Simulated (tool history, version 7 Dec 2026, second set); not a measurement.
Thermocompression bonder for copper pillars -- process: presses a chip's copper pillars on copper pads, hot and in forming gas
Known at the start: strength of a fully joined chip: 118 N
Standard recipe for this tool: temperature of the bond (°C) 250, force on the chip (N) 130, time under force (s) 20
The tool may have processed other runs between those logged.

run,hour,temperature of the bond (°C),force on the chip (N),time under force (s),force that shears a chip off (N)
1,0,250,130,20,59.7
2,9,250,130,20,61.5
3,18.3,250,130,20,62.3
4,29.7,250,130,20,61.7
5,43.6,250,130,20,62
6,50.4,250,130,20,62.7
7,60.6,250,130,20,62.9
8,72.6,250,130,15,57.8
9,84.1,250,126,20,62.2
10,98.9,250,126,20,63.1
11,107.3,250,126,20,60.5
12,119.5,250,130,43,80
13,130.1,250,130,43,80.1
14,143.8,250,155,20,69.4
15,151.2,266,155,20,81.5
# hour 154.2: heater calibrated with a thermocouple chip
16,160.9,266,155,20,82.2
17,173.5,250,112,20,57.6
18,182.9,233,152,20,57.3
19,193.8,250,130,32,74.2
# hour 199.9: heater calibrated with a thermocouple chip, once more
20,202.2,272,85,54,71.7

Estimate the outcome of run 21 from the log above:
21,211.4,260,91,20,?

{"run 21": {"force that shears a chip off (N)": 46.3}}
Without the tool's hidden state the same run would have given force that shears a chip off (N) 47.5.
